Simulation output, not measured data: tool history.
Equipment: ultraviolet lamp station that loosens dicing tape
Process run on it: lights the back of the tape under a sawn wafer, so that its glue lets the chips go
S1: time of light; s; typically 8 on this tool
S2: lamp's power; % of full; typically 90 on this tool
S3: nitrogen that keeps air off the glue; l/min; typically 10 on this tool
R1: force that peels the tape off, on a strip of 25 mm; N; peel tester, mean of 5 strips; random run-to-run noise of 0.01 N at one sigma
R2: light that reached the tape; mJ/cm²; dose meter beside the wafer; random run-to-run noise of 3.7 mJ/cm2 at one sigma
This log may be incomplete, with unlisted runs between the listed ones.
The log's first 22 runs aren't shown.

{"run": 23, "hour": 325.7, "S1": 5, "S2": 75, "S3": 3, "R1": 2.306, "R2": 288}
{"run": 24, "hour": 341.5, "S1": 6, "S2": 60, "S3": 8, "R1": 1.852, "R2": 278}
{"run": 25, "hour": 359.7, "S1": 8, "S2": 76, "S3": 10, "R1": 0.752, "R2": 468}
{"run": 26, "hour": 376.0, "S1": 4, "S2": 69, "S3": 11, "R1": 2.201, "R2": 215}
{"run": 27, "hour": 390.6, "S1": 10, "S2": 65, "S3": 17, "R1": 0.565, "R2": 500}
{"run": 28, "hour": 400.6, "S1": 14, "S2": 72, "S3": 17, "R1": 0.275, "R2": 770}
{"run": 29, "hour": 412.8, "S1": 8, "S2": 81, "S3": 10, "R1": 0.677, "R2": 489}
{"run": 30, "hour": 421.2, "S1": 14, "S2": 73, "S3": 20, "R1": 0.271, "R2": 784}
{"run": 31, "hour": 436.0, "S1": 5, "S2": 70, "S3": 4, "R1": 2.23, "R2": 264}
{"run": 32, "hour": 449.3, "S1": 5, "S2": 70, "S3": 4, "R1": 2.32, "R2": 267}

Consider 4 possible next runs. They are alternatives, not a sequence: every one starts from the tool as it was left by run 32. What does each give?
{"run": "A", "hour": 468.0, "S1": 13, "S2": 97, "S3": 18, "R1": "?", "R2": "?"}
{"run": "B", "hour": 468.0, "S1": 5, "S2": 69, "S3": 4, "R1": "?", "R2": "?"}
{"run": "C", "hour": 468.0, "S1": 6, "S2": 67, "S3": 15, "R1": "?", "R2": "?"}
{"run": "D", "hour": 468.0, "S1": 7, "S2": 90, "S3": 10, "R1": "?", "R2": "?"}

run=A R1=0.23 R2=947
run=B R1=2.237 R2=260
run=C R1=1.3 R2=300
run=D R1=0.737 R2=473
Without the tool's hidden state the same runs would have given:
run=A R1=0.215 R2=1099
run=B R1=1.925 R2=302
run=C R1=1.038 R2=348
run=D R1=0.566 R2=549
